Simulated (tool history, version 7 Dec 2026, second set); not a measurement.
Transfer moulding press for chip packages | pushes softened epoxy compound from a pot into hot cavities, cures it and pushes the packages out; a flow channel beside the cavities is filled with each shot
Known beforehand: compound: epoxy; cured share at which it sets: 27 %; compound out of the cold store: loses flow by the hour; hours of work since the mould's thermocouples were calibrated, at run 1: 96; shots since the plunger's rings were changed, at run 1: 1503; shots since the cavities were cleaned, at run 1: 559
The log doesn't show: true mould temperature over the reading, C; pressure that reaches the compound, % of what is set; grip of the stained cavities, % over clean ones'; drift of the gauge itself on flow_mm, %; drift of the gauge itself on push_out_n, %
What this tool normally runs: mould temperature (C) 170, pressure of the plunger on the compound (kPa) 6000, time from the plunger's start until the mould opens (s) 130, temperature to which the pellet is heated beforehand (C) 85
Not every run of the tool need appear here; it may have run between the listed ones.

run,hour,mould temperature (C),pressure of the plunger on the compound (kPa),time from the plunger's start until the mould opens (s),temperature to which the pellet is heated beforehand (C),hours of work since the mould's thermocouples were calibrated,shots since the plunger's rings were changed,shots since the cavities were cleaned,incoming compound's hours out of the cold store,length that the compound runs in the flow channel (mm),greatest force on the pins that push the packages out (N)
1,0,170,6000,130,85,96,1503,559,47.9,674,340
2,8.1,170,6000,130,85,102,1586,642,16.5,827,334
3,20.2,170,6000,130,85,111,1711,767,11.6,862,348
4,32.1,170,6000,130,85,120,1834,890,37.9,715,346
5,38.2,170,6000,130,91,125,1897,953,40.5,698,332
6,49.5,164,6000,130,85,133,2014,1070,8.5,894,496
7,55.5,164,6000,130,85,137,2077,1133,12.9,867,507
# hour 61.2: cavities cleaned with cleaning compound and waxed
8,65.1,170,6000,130,85,144,2161,41,25.1,776,344
9,78.8,170,6000,130,85,154,2303,183,44.2,685,335
10,87.3,170,6000,130,85,160,2390,270,36.6,715,337
11,93.6,170,6000,130,85,165,2456,336,20.4,813,367
12,99.4,170,6000,130,85,169,2516,396,11.1,848,374
13,109,170,6000,130,85,176,2614,494,30.5,752,346
14,120.5,170,6000,161,85,185,2734,614,13.7,850,306
15,127.3,170,6000,130,85,190,2804,684,40.9,696,338
16,134.8,176,5970,149,85,196,2882,762,13.1,812,287
17,144.7,170,6810,116,85,203,2985,865,39.4,740,394
18,158.2,170,6210,116,92,213,3124,1004,42.9,703,383
19,164.4,170,6000,130,93,218,3188,1068,39.8,706,324
# hour 175.4: cavities cleaned with cleaning compound and waxed
20,178.1,170,6830,152,91,227,3315,28,24.4,832,297
21,185.4,168,7030,135,93,232,3390,103,23.3,863,367
22,193.5,168,5480,116,76,239,3474,187,25.6,736,452
23,206.5,178,6580,158,90,248,3609,322,31.7,752,303
24,219.2,178,6580,158,90,258,3740,453,41.8,708,293
25,225.3,178,6580,158,90,262,3803,516,11.4,867,292
26,239.5,169,4840,158,83,273,3950,663,34.3,646,309
27,247,172,4550,131,85,279,4027,740,40.3,608,318
28,254.6,167,6040,152,85,284,4106,819,15.6,843,346
29,265.8,167,6040,152,85,293,4222,935,36,725,337

What if the next run were any one of these 3? Each begins from the tool's condition after run 29:
A,275.1,178,4860,130,85,300,4318,1031,14.8,?,?
B,275.1,167,5010,152,85,300,4318,1031,18.1,?,?
C,275.1,167,4670,117,77,300,4318,1031,47.6,?,?

run,length that the compound runs in the flow channel (mm),greatest force on the pins that push the packages out (N)
A,737,302
B,742,324
C,603,432
Without the tool's hidden state the same runs would have given:
run,length that the compound runs in the flow channel (mm),greatest force on the pins that push the packages out (N)
A,738,298
B,743,319
C,604,425
